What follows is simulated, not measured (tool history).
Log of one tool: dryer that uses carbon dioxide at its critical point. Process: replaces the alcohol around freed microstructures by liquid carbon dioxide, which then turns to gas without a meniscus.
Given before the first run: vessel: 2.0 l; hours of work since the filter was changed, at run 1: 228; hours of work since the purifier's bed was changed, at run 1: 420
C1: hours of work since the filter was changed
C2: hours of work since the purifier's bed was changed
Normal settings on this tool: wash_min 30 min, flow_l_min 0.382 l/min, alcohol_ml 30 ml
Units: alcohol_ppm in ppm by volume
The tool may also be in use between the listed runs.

run 1 day=0 | wash_min=30 flow_l_min=0.382 alcohol_ml=30 | C1=228 C2=420 | alcohol_ppm=408
-- day=0.488 inlet filter changed
run 2 day=0.875 | wash_min=30 flow_l_min=0.382 alcohol_ml=30 | C1=4 C2=428 | alcohol_ppm=252
run 3 day=1.712 | wash_min=30 flow_l_min=0.382 alcohol_ml=30 | C1=12 C2=436 | alcohol_ppm=254
run 4 day=2.6 | wash_min=30 flow_l_min=0.382 alcohol_ml=30 | C1=20 C2=444 | alcohol_ppm=249
run 5 day=3.675 | wash_min=30 flow_l_min=0.478 alcohol_ml=30 | C1=31 C2=455 | alcohol_ppm=105
run 6 day=4.604 | wash_min=30 flow_l_min=0.382 alcohol_ml=62 | C1=40 C2=464 | alcohol_ppm=549
run 7 day=5.375 | wash_min=30 flow_l_min=0.382 alcohol_ml=62 | C1=47 C2=471 | alcohol_ppm=563
run 8 day=6.117 | wash_min=30 flow_l_min=0.382 alcohol_ml=30 | C1=54 C2=478 | alcohol_ppm=284
run 9 day=7.175 | wash_min=30 flow_l_min=0.315 alcohol_ml=30 | C1=64 C2=488 | alcohol_ppm=574
run 10 day=8.217 | wash_min=30 flow_l_min=0.565 alcohol_ml=30 | C1=75 C2=499 | alcohol_ppm=51
run 11 day=9.008 | wash_min=30 flow_l_min=0.565 alcohol_ml=30 | C1=82 C2=506 | alcohol_ppm=63
run 12 day=9.612 | wash_min=22 flow_l_min=0.565 alcohol_ml=30 | C1=88 C2=512 | alcohol_ppm=217
run 13 day=10.367 | wash_min=30 flow_l_min=0.382 alcohol_ml=30 | C1=95 C2=519 | alcohol_ppm=301
run 14 day=11.233 | wash_min=30 flow_l_min=0.382 alcohol_ml=30 | C1=104 C2=528 | alcohol_ppm=321
run 15 day=12.179 | wash_min=30 flow_l_min=0.382 alcohol_ml=30 | C1=113 C2=537 | alcohol_ppm=336
run 16 day=13.208 | wash_min=30 flow_l_min=0.382 alcohol_ml=30 | C1=123 C2=547 | alcohol_ppm=316
run 17 day=14.108 | wash_min=30 flow_l_min=0.382 alcohol_ml=30 | C1=131 C2=555 | alcohol_ppm=339
run 18 day=14.667 | wash_min=30 flow_l_min=0.382 alcohol_ml=30 | C1=137 C2=561 | alcohol_ppm=362
run 19 day=15.325 | wash_min=30 flow_l_min=0.382 alcohol_ml=30 | C1=143 C2=567 | alcohol_ppm=342
run 20 day=16.3 | wash_min=30 flow_l_min=0.382 alcohol_ml=30 | C1=152 C2=576 | alcohol_ppm=359
run 21 day=16.783 | wash_min=30 flow_l_min=0.382 alcohol_ml=30 | C1=157 C2=581 | alcohol_ppm=360
run 22 day=17.696 | wash_min=30 flow_l_min=0.382 alcohol_ml=30 | C1=166 C2=590 | alcohol_ppm=367
run 23 day=18.642 | wash_min=33 flow_l_min=0.553 alcohol_ml=20 | C1=175 C2=599 | alcohol_ppm=51
run 24 day=19.438 | wash_min=33 flow_l_min=0.232 alcohol_ml=34 | C1=183 C2=607 | alcohol_ppm=1485
run 25 day=20.217 | wash_min=20 flow_l_min=0.279 alcohol_ml=50 | C1=190 C2=614 | alcohol_ppm=4219
run 26 day=21.188 | wash_min=22 flow_l_min=0.279 alcohol_ml=118 | C1=200 C2=624 | alcohol_ppm=8462
run 27 day=21.812 | wash_min=30 flow_l_min=0.382 alcohol_ml=22 | C1=206 C2=630 | alcohol_ppm=302
run 28 day=22.325 | wash_min=29 flow_l_min=0.262 alcohol_ml=42 | C1=211 C2=635 | alcohol_ppm=1901
run 29 day=23 | wash_min=20 flow_l_min=0.336 alcohol_ml=92 | C1=217 C2=641 | alcohol_ppm=5373
run 30 day=24.021 | wash_min=39 flow_l_min=0.528 alcohol_ml=36 | C1=227 C2=651 | alcohol_ppm=40
-- day=24.571 inlet filter changed
run 31 day=25.046 | wash_min=30 flow_l_min=0.59 alcohol_ml=42 | C1=5 C2=660 | alcohol_ppm=61
run 32 day=25.8 | wash_min=30 flow_l_min=0.59 alcohol_ml=42 | C1=12 C2=668 | alcohol_ppm=62
run 33 day=26.25 | wash_min=35 flow_l_min=0.236 alcohol_ml=114 | C1=16 C2=672 | alcohol_ppm=3068
run 34 day=26.696 | wash_min=35 flow_l_min=0.236 alcohol_ml=114 | C1=20 C2=676 | alcohol_ppm=3035
run 35 day=27.55 | wash_min=30 flow_l_min=0.434 alcohol_ml=68 | C1=29 C2=685 | alcohol_ppm=356
run 36 day=28.354 | wash_min=30 flow_l_min=0.434 alcohol_ml=68 | C1=36 C2=692 | alcohol_ppm=354
run 37 day=29.021 | wash_min=30 flow_l_min=0.434 alcohol_ml=68 | C1=43 C2=699 | alcohol_ppm=369
run 38 day=29.758 | wash_min=30 flow_l_min=0.382 alcohol_ml=98 | C1=50 C2=706 | alcohol_ppm=912
run 39 day=30.558 | wash_min=31 flow_l_min=0.382 alcohol_ml=28 | C1=58 C2=714 | alcohol_ppm=247
run 40 day=31.638 | wash_min=30 flow_l_min=0.382 alcohol_ml=48 | C1=68 C2=724 | alcohol_ppm=461
run 41 day=32.129 | wash_min=29 flow_l_min=0.382 alcohol_ml=42 | C1=73 C2=729 | alcohol_ppm=481
run 42 day=33.117 | wash_min=30 flow_l_min=0.244 alcohol_ml=52 | C1=82 C2=738 | alcohol_ppm=2116
run 43 day=33.854 | wash_min=41 flow_l_min=0.382 alcohol_ml=58 | C1=89 C2=745 | alcohol_ppm=158

A few steps of alcohol_ppm between consecutive runs. Split each: what settings, incoming material and random variation would produce without the hidden state, and what is left over for the hidden state, along with gauge scatter present in only one of the two compared results (measured, and without hidden state):
Hidden state present: flow that reaches the vessel past the clogged filter, %; alcohol in the recycled carbon dioxide, ppm; drift of the gauge itself on alcohol_ppm, %.
Run 25 -> 26: wash_min 20 -> 22, alcohol_ml 50 -> 118. alcohol_ppm +4243 ppm by volume: hidden state +1077, all else +3166.
Run 26 -> 27: wash_min 22 -> 30, flow_l_min 0.279 -> 0.382, alcohol_ml 118 -> 22. alcohol_ppm -8160 ppm by volume: hidden state -1815, all else -6345.
Run 29 -> 30: wash_min 20 -> 39, flow_l_min 0.336 -> 0.528, alcohol_ml 92 -> 36. alcohol_ppm -5333 ppm by volume: hidden state -1412, all else -3921.
